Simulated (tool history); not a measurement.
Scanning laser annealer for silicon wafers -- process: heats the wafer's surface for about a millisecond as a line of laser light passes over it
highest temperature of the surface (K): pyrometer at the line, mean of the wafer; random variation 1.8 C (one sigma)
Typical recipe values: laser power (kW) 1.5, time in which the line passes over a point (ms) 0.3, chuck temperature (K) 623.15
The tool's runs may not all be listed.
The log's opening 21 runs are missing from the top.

run     day  laser power (kW)  time in which the line passes over a point (ms)  chuck temperature (K)  highest temperature of the surface (K)
 22  34.758             1.415                                            0.222                 609.15                                 1211.15
 23  35.767             1.415                                            0.222                 609.15                                 1208.15
 24   37.75             1.334                                            0.244                 623.15                                 1204.15
 25  39.175             1.334                                            0.244                 623.15                                 1206.15
 26   41.05               1.5                                            0.246                 623.15                                 1295.15
 27  42.521               1.5                                            0.246                 623.15                                 1290.15
 28  43.488             1.477                                            0.302                 611.15                                 1336.15
 29  44.471             1.524                                              0.3                 623.15                                 1374.15
 30  45.429             1.382                                             0.32                 616.15                                 1302.15
 31   46.55             1.382                                             0.32                 616.15                                 1300.15
 32  48.233              1.48                                             0.32                 658.15                                 1400.15
 33  49.679             1.363                                              0.3                 623.15                                 1274.15
 34  51.008             1.363                                            0.251                 658.15                                 1252.15
     51.396  -- window over the wafer cleaned
 35    52.8             1.363                                            0.251                 658.15                                 1264.15
 36  55.088             1.545                                            0.222                 658.15                                 1316.15
 37  56.571             1.545                                            0.222                 658.15                                 1315.15
 38  57.704             1.276                                            0.222                 658.15                                 1180.15
 39  59.317             1.276                                            0.222                 658.15                                 1180.15
 40  61.446               1.5                                            0.329                 614.15                                 1379.15

4 ways to go on from here, each from the tool as it stands after run 40. What would each give?
  A  63.792             1.642                                              0.3                 604.15                                       ?
  B  63.792             1.483                                            0.266                 627.15                                       ?
  C  63.792               1.5                                            0.271                 646.15                                       ?
  D  63.792             1.406                                            0.272                 629.15                                       ?

run  highest temperature of the surface (K)
  A                                 1417.15
  B                                 1304.15
  C                                 1340.15
  D                                 1276.15
Without the tool's unlogged condition, the same runs would have read:
run  highest temperature of the surface (K)
  A                                 1451.15
  B                                 1333.15
  C                                 1369.15
  D                                 1303.15
